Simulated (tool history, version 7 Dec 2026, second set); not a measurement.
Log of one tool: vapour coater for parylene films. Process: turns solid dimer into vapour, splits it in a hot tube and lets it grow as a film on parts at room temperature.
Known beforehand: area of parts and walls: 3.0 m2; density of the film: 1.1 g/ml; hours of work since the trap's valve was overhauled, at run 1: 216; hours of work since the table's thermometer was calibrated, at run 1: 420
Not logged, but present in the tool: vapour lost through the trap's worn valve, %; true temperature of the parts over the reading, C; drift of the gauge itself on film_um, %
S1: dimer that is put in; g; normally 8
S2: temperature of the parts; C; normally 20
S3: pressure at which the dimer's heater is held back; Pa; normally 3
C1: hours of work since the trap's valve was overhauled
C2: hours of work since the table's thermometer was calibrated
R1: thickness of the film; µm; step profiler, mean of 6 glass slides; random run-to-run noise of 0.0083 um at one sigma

{"run": 1, "hour": 0.0, "S1": 8, "S2": 20, "S3": 3, "C1": 216, "C2": 420, "R1": 1.931}
{"run": 2, "hour": 10.9, "S1": 8, "S2": 20, "S3": 3, "C1": 225, "C2": 429, "R1": 1.924}
{"run": 3, "hour": 26.2, "S1": 8, "S2": 20, "S3": 3, "C1": 238, "C2": 442, "R1": 1.907}
{"run": 4, "hour": 40.7, "S1": 8, "S2": 20, "S3": 3, "C1": 250, "C2": 454, "R1": 1.931}
{"run": 5, "hour": 48.9, "S1": 8, "S2": 20, "S3": 3, "C1": 257, "C2": 461, "R1": 1.92}
{"run": 6, "hour": 59.1, "S1": 6, "S2": 13, "S3": 5.31, "C1": 265, "C2": 469, "R1": 1.725}
{"run": 7, "hour": 67.5, "S1": 6, "S2": 13, "S3": 5.31, "C1": 272, "C2": 476, "R1": 1.723}
{"run": 8, "hour": 80.1, "S1": 6, "S2": 13, "S3": 5.31, "C1": 282, "C2": 486, "R1": 1.712}
{"run": 9, "hour": 89.4, "S1": 6, "S2": 13, "S3": 5.31, "C1": 290, "C2": 494, "R1": 1.733}
{"run": 10, "hour": 100.8, "S1": 6, "S2": 13, "S3": 5.31, "C1": 299, "C2": 503, "R1": 1.719}

The logged runs with the hidden state left out (each run's random variation unchanged):
run=1 R1=2.016
run=2 R1=2.01
run=3 R1=1.998
run=4 R1=2.026
run=5 R1=2.017
run=6 R1=1.782
run=7 R1=1.781
run=8 R1=1.772
run=9 R1=1.794
run=10 R1=1.783

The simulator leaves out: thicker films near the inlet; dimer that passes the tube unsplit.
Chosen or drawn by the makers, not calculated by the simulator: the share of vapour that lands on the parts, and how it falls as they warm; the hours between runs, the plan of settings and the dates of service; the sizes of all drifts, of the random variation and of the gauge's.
